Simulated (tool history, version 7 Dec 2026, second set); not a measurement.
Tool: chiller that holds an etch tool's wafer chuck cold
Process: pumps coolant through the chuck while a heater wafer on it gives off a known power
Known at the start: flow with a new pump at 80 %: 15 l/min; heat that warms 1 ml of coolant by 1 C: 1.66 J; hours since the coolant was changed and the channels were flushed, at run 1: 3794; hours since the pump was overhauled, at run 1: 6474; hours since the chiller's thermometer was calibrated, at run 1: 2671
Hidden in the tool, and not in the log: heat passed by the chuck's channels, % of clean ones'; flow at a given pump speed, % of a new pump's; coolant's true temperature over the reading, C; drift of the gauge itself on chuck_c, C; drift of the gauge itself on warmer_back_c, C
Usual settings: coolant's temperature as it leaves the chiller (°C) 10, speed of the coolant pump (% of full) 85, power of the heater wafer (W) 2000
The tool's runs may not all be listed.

| run | hour | coolant's temperature as it leaves the chiller (°C) | speed of the coolant pump (% of full) | power of the heater wafer (W) | hours since the coolant was changed and the channels were flushed | hours since the pump was overhauled | hours since the chiller's thermometer was calibrated | chuck's temperature once it has settled (°C) | how much warmer the coolant comes back (C) |
|---|---|---|---|---|---|---|---|---|---|
| 1 | 0 | 10 | 85 | 2000 | 3794 | 6474 | 2671 | 31.8 | 5.18 |
| 2 | 160.3 | 10 | 85 | 2000 | 3955 | 6635 | 2832 | 32 | 5.24 |
| 3 | 317.9 | 10 | 85 | 2279 | 4112 | 6792 | 2989 | 35 | 5.92 |
| 4 | 461.1 | 10 | 85 | 2000 | 4255 | 6935 | 3132 | 32.2 | 5.25 |
| 5 | 662 | 10 | 85 | 2000 | 4456 | 7136 | 3333 | 32.4 | 5.21 |
| 6 | 770.7 | 10 | 85 | 2000 | 4565 | 7245 | 3442 | 32.5 | 5.26 |
| 7 | 862 | 10 | 85 | 1691 | 4656 | 7336 | 3533 | 29.3 | 4.48 |
| 8 | 1063.3 | 1 | 85 | 2000 | 4858 | 7538 | 3735 | 23.8 | 5.33 |
| 9 | 1225 | 10 | 85 | 2000 | 5019 | 7699 | 3896 | 32.8 | 5.4 |
| 10 | 1334.2 | 10 | 85 | 2000 | 5129 | 7808 | 4005 | 32.9 | 5.34 |
| 11 | 1473.9 | 10 | 85 | 2000 | 5268 | 7948 | 4145 | 33.1 | 5.35 |
| 12 | 1641.8 | 10 | 87 | 2000 | 5436 | 8116 | 4313 | 32.7 | 5.36 |
| 13 | 1802.4 | 10 | 87 | 2000 | 5597 | 8277 | 4474 | 32.7 | 5.33 |
| 14 | 1988.6 | 10 | 87 | 2000 | 5783 | 8463 | 4660 | 33.1 | 5.31 |
| 15 | 2177.6 | 10 | 85 | 2000 | 5972 | 8652 | 4849 | 33.7 | 5.48 |
|  | 2220.7 | chiller's thermometer calibrated |
| 16 | 2279.3 | 10 | 85 | 2000 | 6073 | 8753 | 59 | 33.6 | 5.51 |
| 17 | 2412.8 | 10 | 85 | 2000 | 6206 | 8886 | 192 | 33.6 | 5.54 |
| 18 | 2577.2 | 12 | 64 | 2000 | 6371 | 9051 | 357 | 42.6 | 7.67 |
| 19 | 2687.3 | 3 | 86 | 1220 | 6481 | 9161 | 467 | 17.8 | 3.33 |
| 20 | 2871.4 | 19 | 65 | 1341 | 6665 | 9345 | 651 | 39.7 | 5.09 |
| 21 | 3041.7 | 17 | 65 | 1171 | 6835 | 9515 | 821 | 35.1 | 4.44 |
|  | 3097.1 | coolant changed, channels flushed |
| 22 | 3226.7 | 13 | 62 | 1418 | 130 | 9694 | 1000 | 33.5 | 5.65 |
| 23 | 3378 | 13 | 78 | 1418 | 281 | 9845 | 1151 | 29.8 | 4.39 |
| 24 | 3484.7 | 13 | 78 | 2898 | 388 | 9952 | 1258 | 47.2 | 9 |
| 25 | 3610.3 | 13 | 78 | 1233 | 513 | 10078 | 1384 | 27.8 | 3.83 |
| 26 | 3717.4 | 13 | 78 | 1233 | 620 | 10185 | 1491 | 28 | 3.89 |
| 27 | 3875.7 | 8 | 96 | 1441 | 779 | 10343 | 1649 | 22.6 | 3.6 |
| 28 | 4086.5 | 8 | 96 | 1441 | 989 | 10554 | 1860 | 22.5 | 3.62 |
| 29 | 4274.5 | 8 | 96 | 1441 | 1177 | 10742 | 2048 | 22.5 | 3.6 |
| 30 | 4370 | 8 | 96 | 1441 | 1273 | 10837 | 2143 | 22.9 | 3.64 |
| 31 | 4525.6 | 12 | 86 | 1543 | 1429 | 10993 | 2299 | 29.5 | 4.37 |
| 32 | 4622.9 | 11 | 86 | 1003 | 1526 | 11090 | 2396 | 22.6 | 2.88 |
| 33 | 4774.8 | 1 | 61 | 1121 | 1678 | 11242 | 2548 | 18.5 | 4.81 |

Hidden state at the last listed run before each entry between runs and at the first one after, where it differs:
Between runs 15 and 16: chiller's thermometer calibrated (hour 2220.7)
  heat passed by the chuck's channels, % of clean ones': 88.8 -> 88.6; flow at a given pump speed, % of a new pump's: 82.2 -> 81.9; coolant's true temperature over the reading, C: 0.41 -> 0.1
  measured less the result without the state, chuck's temperature once it has settled (°C): +5.7 -> +5.5; how much warmer the coolant comes back (C): +0.97 -> +0.99
Between runs 21 and 22: coolant changed, channels flushed (hour 3097.1)
  heat passed by the chuck's channels, % of clean ones': 87.3 -> 99.7; flow at a given pump speed, % of a new pump's: 80.3 -> 79.9; coolant's true temperature over the reading, C: 0.16 -> 0.17
  measured less the result without the state, chuck's temperature once it has settled (°C): +4.7 -> +3.5; how much warmer the coolant comes back (C): +0.87 -> +1.14

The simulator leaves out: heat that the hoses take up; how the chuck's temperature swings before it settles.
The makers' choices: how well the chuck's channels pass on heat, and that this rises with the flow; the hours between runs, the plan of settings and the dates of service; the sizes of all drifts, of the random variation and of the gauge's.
